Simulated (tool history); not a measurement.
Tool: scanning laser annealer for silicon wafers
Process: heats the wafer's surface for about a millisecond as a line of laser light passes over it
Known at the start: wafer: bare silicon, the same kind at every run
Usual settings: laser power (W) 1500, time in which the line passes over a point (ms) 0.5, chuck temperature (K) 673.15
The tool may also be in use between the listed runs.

run	hour	laser power (W)	time in which the line passes over a point (ms)	chuck temperature (K)	highest temperature of the surface (K)
1	0	1500	0.5	673.15	1470.15
2	11.2	1500	0.5	673.15	1466.15
3	30.3	1500	0.5	687.15	1483.15
4	49.5	1467	0.5	673.15	1448.15
5	71.9	1467	0.5	673.15	1447.15
6	92.4	1467	0.5	673.15	1448.15
7	107.1	1467	0.5	673.15	1452.15
8	131.2	1500	0.5	673.15	1466.15
9	145.6	1500	0.41	673.15	1391.15
10	163.7	1500	0.5	682.15	1473.15
11	184.1	1500	0.5	682.15	1478.15
12	204.7	1500	0.5	673.15	1467.15
13	222.1	1500	0.5	673.15	1468.15
14	239.3	1500	0.5	673.15	1466.15
15	256.5	1500	0.5	673.15	1468.15
16	276.8	1298	0.5	673.15	1351.15
17	290.1	1500	0.5	673.15	1466.15
18	306.6	1500	0.5	673.15	1469.15
19	319.8	1500	0.5	673.15	1469.15
20	337.9	1500	0.482	673.15	1453.15
21	357.7	1500	0.482	673.15	1454.15
22	373.8	1581	0.482	673.15	1498.15
23	385.5	1581	0.482	673.15	1499.15
24	401.5	1581	0.482	673.15	1498.15
25	412.7	1603	0.447	673.15	1481.15
26	426.9	1603	0.447	673.15	1478.15
27	443.5	1496	0.5	664.15	1457.15
28	467.2	1642	0.617	644.15	1624.15
29	481.2	1642	0.617	644.15	1626.15
30	502.2	1500	0.411	673.15	1389.15
31	515	1500	0.366	659.15	1333.15
32	527.7	1283	0.5	686.15	1356.15
33	540.3	1283	0.433	686.15	1307.15
34	560.5	1500	0.523	686.15	1501.15
35	581.3	1500	0.523	686.15	1498.15
36	603.2	1500	0.523	686.15	1497.15
37	622.2	1500	0.523	686.15	1501.15
38	639.2	1500	0.523	686.15	1499.15
39	652.4	1347	0.618	685.15	1474.15
40	676.6	1500	0.5	692.15	1486.15
41	697.8	1500	0.5	692.15	1483.15

Not shown: 1 entry that the log had between the listed runs. Between which runs, and how does the tool's hidden state differ before and after?
Between runs 8 and 9: window over the wafer cleaned (hour 138.1)
  light that passes the window, % of a clean one's: 99.87 -> 99.99
